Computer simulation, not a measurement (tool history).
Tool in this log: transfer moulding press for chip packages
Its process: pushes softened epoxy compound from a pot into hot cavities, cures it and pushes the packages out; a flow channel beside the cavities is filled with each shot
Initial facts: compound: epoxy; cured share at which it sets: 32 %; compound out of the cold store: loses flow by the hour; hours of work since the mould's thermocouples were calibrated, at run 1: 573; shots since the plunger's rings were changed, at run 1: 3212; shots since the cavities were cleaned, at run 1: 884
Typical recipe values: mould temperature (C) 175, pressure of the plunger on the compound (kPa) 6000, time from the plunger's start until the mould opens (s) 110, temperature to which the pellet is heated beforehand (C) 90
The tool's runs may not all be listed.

run,day,mould temperature (C),pressure of the plunger on the compound (kPa),time from the plunger's start until the mould opens (s),temperature to which the pellet is heated beforehand (C),hours of work since the mould's thermocouples were calibrated,shots since the plunger's rings were changed,shots since the cavities were cleaned,incoming compound's hours out of the cold store,length that the compound runs in the flow channel (mm),greatest force on the pins that push the packages out (N)
1,0,175,6000,110,90,573,3212,884,36.1,611,551
# day 1.079: cavities cleaned with cleaning compound and waxed
# day 2.1: mould's thermocouples calibrated
2,2.367,175,6000,110,90,5,3847,345,30.3,620,451
3,4.642,175,6000,110,90,46,4497,995,24.7,633,557
# day 5.296: cavities cleaned with cleaning compound and waxed
# day 5.958: plunger's sealing rings changed
4,6.554,175,6000,110,90,78,170,330,41.6,628,432
5,9.125,175,6000,110,90,124,904,1064,19.4,697,582
# day 9.671: cavities cleaned with cleaning compound and waxed
6,10.625,175,6000,110,84,151,1316,274,19.2,680,433
7,13.058,175,6000,110,89,195,2010,968,12.5,707,592
# day 13.933: cavities cleaned with cleaning compound and waxed
8,14.729,175,6000,110,89,224,2470,227,14.7,687,403
9,16.179,175,6000,110,89,250,2884,641,38.7,613,487
10,17.617,175,5120,110,90,276,3295,1052,16.7,617,565
# day 18.071: cavities cleaned with cleaning compound and waxed
11,20.492,175,4520,110,90,327,4099,692,34.1,522,498
# day 22.412: cavities cleaned with cleaning compound and waxed
# day 23.221: plunger's sealing rings changed
12,23.638,175,4520,110,90,381,119,319,9.2,648,446
13,26.454,175,6000,110,90,432,925,1125,13.5,713,561
# day 26.771: cavities cleaned with cleaning compound and waxed
14,27.871,174,5220,98,91,457,1311,314,43.3,565,486
15,30.571,177,5740,110,88,506,2083,1086,21.5,649,535
# day 31.021: cavities cleaned with cleaning compound and waxed
16,33.346,176,4780,128,83,555,2858,664,27.6,569,440
17,34.662,175,4500,128,92,579,3234,1040,42.7,510,514
# day 35.196: cavities cleaned with cleaning compound and waxed
# day 36.317: mould's thermocouples calibrated
18,37.838,177,6000,110,87,28,4100,731,33.4,604,485
# day 39.479: cavities cleaned with cleaning compound and waxed
19,40.004,177,6000,110,87,66,4701,150,43.6,572,361
# day 40.458: plunger's sealing rings changed
20,41.742,177,6000,110,87,95,367,617,12.8,718,487
# day 43.817: cavities cleaned with cleaning compound and waxed
21,43.817,172,5050,110,90,132,942,0,34.3,594,347
22,46.754,177,4910,110,94,185,1781,839,38,553,511
# day 48.083: cavities cleaned with cleaning compound and waxed
23,48.771,177,4910,110,94,221,2339,197,42.3,540,348
24,50.954,177,5480,130,94,260,2963,821,25.6,613,478
# day 52.258: cavities cleaned with cleaning compound and waxed
25,54.008,177,5480,130,92,314,3818,500,29.2,590,399
# day 56.579: cavities cleaned with cleaning compound and waxed
26,57.067,177,6130,101,99,369,4674,140,14,669,377

Forecast each of these 3 alternatives for the next run:
# day 57.746: plunger's sealing rings changed
A,59.967,177,4610,101,96,420,635,939,46.1,?,?
# day 57.746: plunger's sealing rings changed
B,59.967,169,5590,147,90,420,635,939,29.8,?,?
# day 57.746: plunger's sealing rings changed
C,59.967,169,6880,110,95,420,635,939,26.8,?,?

run,length that the compound runs in the flow channel (mm),greatest force on the pins that push the packages out (N)
A,527,545
B,643,505
C,733,760
Had the tool no hidden state, the same runs would have come out as:
run,length that the compound runs in the flow channel (mm),greatest force on the pins that push the packages out (N)
A,535,297
B,654,276
C,745,434
